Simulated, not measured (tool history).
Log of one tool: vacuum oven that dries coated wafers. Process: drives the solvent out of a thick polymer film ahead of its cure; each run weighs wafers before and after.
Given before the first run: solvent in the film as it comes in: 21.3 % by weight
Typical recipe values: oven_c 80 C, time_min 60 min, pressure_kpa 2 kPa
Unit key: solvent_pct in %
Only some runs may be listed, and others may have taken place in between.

run 1 hour=0 | oven_c=80 time_min=60 pressure_kpa=2 | solvent_pct=1.86
run 2 hour=34.7 | oven_c=80 time_min=60 pressure_kpa=2 | solvent_pct=1.81
run 3 hour=57.5 | oven_c=80 time_min=60 pressure_kpa=2 | solvent_pct=1.9
run 4 hour=100.5 | oven_c=80 time_min=60 pressure_kpa=2 | solvent_pct=1.91
run 5 hour=146.6 | oven_c=80 time_min=60 pressure_kpa=6.32 | solvent_pct=3.13
run 6 hour=179.5 | oven_c=80 time_min=60 pressure_kpa=6.32 | solvent_pct=3.18
run 7 hour=219 | oven_c=80 time_min=36 pressure_kpa=2 | solvent_pct=4.1
run 8 hour=260.9 | oven_c=80 time_min=36 pressure_kpa=2 | solvent_pct=4.02
run 9 hour=288.5 | oven_c=80 time_min=36 pressure_kpa=2 | solvent_pct=4.04
run 10 hour=312.8 | oven_c=80 time_min=36 pressure_kpa=2 | solvent_pct=4.08
run 11 hour=354.6 | oven_c=80 time_min=60 pressure_kpa=2 | solvent_pct=1.84
run 12 hour=397.7 | oven_c=80 time_min=60 pressure_kpa=2 | solvent_pct=1.81
run 13 hour=443.1 | oven_c=80 time_min=60 pressure_kpa=2 | solvent_pct=1.91
run 14 hour=466.3 | oven_c=80 time_min=60 pressure_kpa=2 | solvent_pct=1.93
run 15 hour=501.4 | oven_c=80 time_min=60 pressure_kpa=3.82 | solvent_pct=2.47
-- hour=506.2 oven's thermocouples calibrated
run 16 hour=551 | oven_c=80 time_min=60 pressure_kpa=3.82 | solvent_pct=2.63
run 17 hour=592.9 | oven_c=80 time_min=60 pressure_kpa=4.55 | solvent_pct=2.76
run 18 hour=622.6 | oven_c=80 time_min=37 pressure_kpa=2 | solvent_pct=4.22
run 19 hour=673.5 | oven_c=80 time_min=37 pressure_kpa=2 | solvent_pct=4.16
run 20 hour=699.4 | oven_c=80 time_min=60 pressure_kpa=2 | solvent_pct=2.09
-- hour=735.3 oven's thermocouples calibrated, once more
run 21 hour=742.5 | oven_c=80 time_min=60 pressure_kpa=2 | solvent_pct=1.72
run 22 hour=792 | oven_c=80 time_min=60 pressure_kpa=2 | solvent_pct=1.82
run 23 hour=821 | oven_c=80 time_min=60 pressure_kpa=2 | solvent_pct=1.75
run 24 hour=865.1 | oven_c=80 time_min=60 pressure_kpa=1.23 | solvent_pct=1.46
run 25 hour=910.9 | oven_c=89 time_min=40 pressure_kpa=2 | solvent_pct=1.63
run 26 hour=937.3 | oven_c=89 time_min=40 pressure_kpa=2 | solvent_pct=1.66
run 27 hour=961 | oven_c=87 time_min=33 pressure_kpa=2.42 | solvent_pct=2.81
run 28 hour=1010 | oven_c=87 time_min=33 pressure_kpa=2.42 | solvent_pct=2.81
run 29 hour=1047.1 | oven_c=88 time_min=33 pressure_kpa=2.42 | solvent_pct=2.68
run 30 hour=1069.9 | oven_c=88 time_min=33 pressure_kpa=2.42 | solvent_pct=2.5
run 31 hour=1102.4 | oven_c=88 time_min=33 pressure_kpa=2.42 | solvent_pct=2.62
run 32 hour=1133.5 | oven_c=88 time_min=33 pressure_kpa=2.42 | solvent_pct=2.61
run 33 hour=1184.1 | oven_c=88 time_min=33 pressure_kpa=2.42 | solvent_pct=2.54
run 34 hour=1222.2 | oven_c=80 time_min=101 pressure_kpa=2.17 | solvent_pct=0.94
run 35 hour=1255.4 | oven_c=80 time_min=101 pressure_kpa=2.17 | solvent_pct=0.93
-- hour=1293.7 vacuum gauge cleaned of residue and calibrated
run 36 hour=1304 | oven_c=80 time_min=101 pressure_kpa=2.17 | solvent_pct=0.83
run 37 hour=1335.6 | oven_c=81 time_min=102 pressure_kpa=1.07 | solvent_pct=0.5
run 38 hour=1385.7 | oven_c=90 time_min=32 pressure_kpa=1.89 | solvent_pct=2.17
run 39 hour=1419.5 | oven_c=86 time_min=94 pressure_kpa=1.89 | solvent_pct=0.55
run 40 hour=1443.5 | oven_c=86 time_min=94 pressure_kpa=1.89 | solvent_pct=0.57
run 41 hour=1482.2 | oven_c=86 time_min=94 pressure_kpa=1.89 | solvent_pct=0.57
run 42 hour=1514.6 | oven_c=70 time_min=75 pressure_kpa=1.89 | solvent_pct=2.79
run 43 hour=1562.2 | oven_c=70 time_min=75 pressure_kpa=1.89 | solvent_pct=2.96
run 44 hour=1587.4 | oven_c=80 time_min=51 pressure_kpa=4.76 | solvent_pct=3.17
run 45 hour=1633.4 | oven_c=80 time_min=41 pressure_kpa=4.73 | solvent_pct=4.18
run 46 hour=1662.7 | oven_c=80 time_min=41 pressure_kpa=4.73 | solvent_pct=4.14
run 47 hour=1692.2 | oven_c=73 time_min=47 pressure_kpa=2.52 | solvent_pct=4.61

Consider 4 possible next runs. They are alternatives, not a sequence: every one starts from the tool as it was left by run 47. What does each give?
run A hour=1730.3 | oven_c=80 time_min=84 pressure_kpa=3.37 | solvent_pct=?
run B hour=1730.3 | oven_c=73 time_min=40 pressure_kpa=2.26 | solvent_pct=?
run C hour=1730.3 | oven_c=74 time_min=60 pressure_kpa=6 | solvent_pct=?
run D hour=1730.3 | oven_c=73 time_min=47 pressure_kpa=5.86 | solvent_pct=?

run=A solvent_pct=1.48
run=B solvent_pct=5.44
run=C solvent_pct=4.55
run=D solvent_pct=5.8
Without the tool's hidden state the same runs would have given:
run=A solvent_pct=1.36
run=B solvent_pct=5.11
run=C solvent_pct=4.25
run=D solvent_pct=5.47

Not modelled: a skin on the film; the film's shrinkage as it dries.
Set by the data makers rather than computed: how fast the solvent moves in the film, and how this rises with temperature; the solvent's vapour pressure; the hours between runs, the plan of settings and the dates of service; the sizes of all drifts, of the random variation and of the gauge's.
